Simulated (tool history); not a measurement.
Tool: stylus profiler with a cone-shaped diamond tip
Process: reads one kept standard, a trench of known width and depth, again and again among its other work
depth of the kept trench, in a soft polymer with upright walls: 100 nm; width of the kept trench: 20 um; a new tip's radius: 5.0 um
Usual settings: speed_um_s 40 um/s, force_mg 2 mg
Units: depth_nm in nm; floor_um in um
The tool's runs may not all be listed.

run,hour,speed_um_s,force_mg,depth_nm,floor_um
1,0,40,2,100.83,17.65
2,13.3,40,2.52,100.93,17.65
3,31.1,40,1.08,100.65,17.63
4,39.8,40,1.08,100.64,17.67
5,57.4,40,1.08,100.63,17.66
6,68.1,40,2,100.85,17.64
7,82,40,2,100.82,17.57
8,90.7,40,2,100.93,17.58
9,104,40,2,100.85,17.63
10,114.3,150,2,100.81,17.29
11,131,86,2,100.85,17.44
12,142.2,86,2,100.78,17.47
# hour 144: height scale calibrated on a step standard
13,153.7,86,2,101,17.46
14,169.7,34,2,100.91,17.56
# hour 185.5: height scale calibrated on a step standard, once more
15,186.5,34,5.96,101.53,17.6
16,194.8,34,5.96,101.48,17.58
17,206.7,34,5.96,101.55,17.64
18,219.2,34,5.96,101.48,17.6
19,232.9,135,2,100.71,17.24
20,248.3,135,2,100.59,17.24
21,264.4,37,2,100.82,17.49
22,276.6,37,2,100.79,17.48
23,284.3,40,3.98,101.28,17.53
24,297.8,22,4.25,101.26,17.56
25,307.3,57,2.69,100.94,17.48
26,322.5,40,1.94,100.8,17.45
27,337.6,22,2.48,100.99,17.57
28,350.1,32,2.2,100.85,17.47
29,363,32,2.2,100.88,17.46
30,374.7,32,2.2,100.84,17.47
31,383.9,40,4.78,101.43,17.47
32,398.6,49,2.25,100.8,17.42
33,406.4,49,2.25,100.85,17.44
34,421.8,147,5.2,101.43,17.27
35,439.2,24,0.94,100.48,17.44
36,450.4,24,0.94,100.59,17.43
37,463.9,24,0.94,100.53,17.37
38,482,94,2.52,100.99,17.24
39,495.3,34,0.97,100.44,17.3
40,512.7,12,3.36,101.07,17.5
41,524.3,12,1.01,100.64,17.44
42,539.2,12,1.01,100.65,17.39
43,555.8,12,1.01,100.7,17.4
44,572.5,10,1.01,100.53,17.38
45,583.3,123,3.66,101.18,17.18
46,593.7,40,0.97,100.59,17.27

Forecast each of these 4 alternatives for the next run:
A,608.4,93,4.1,?,?
B,608.4,30,0.73,?,?
C,608.4,15,3.28,?,?
D,608.4,16,3.42,?,?

run,depth_nm,floor_um
A,101.35,17.24
B,100.5,17.31
C,101.09,17.35
D,101.25,17.38
Without the tool's hidden state the same runs would have given:
run,depth_nm,floor_um
A,101.19,17.83
B,100.35,17.9
C,100.93,17.94
D,101.09,17.97
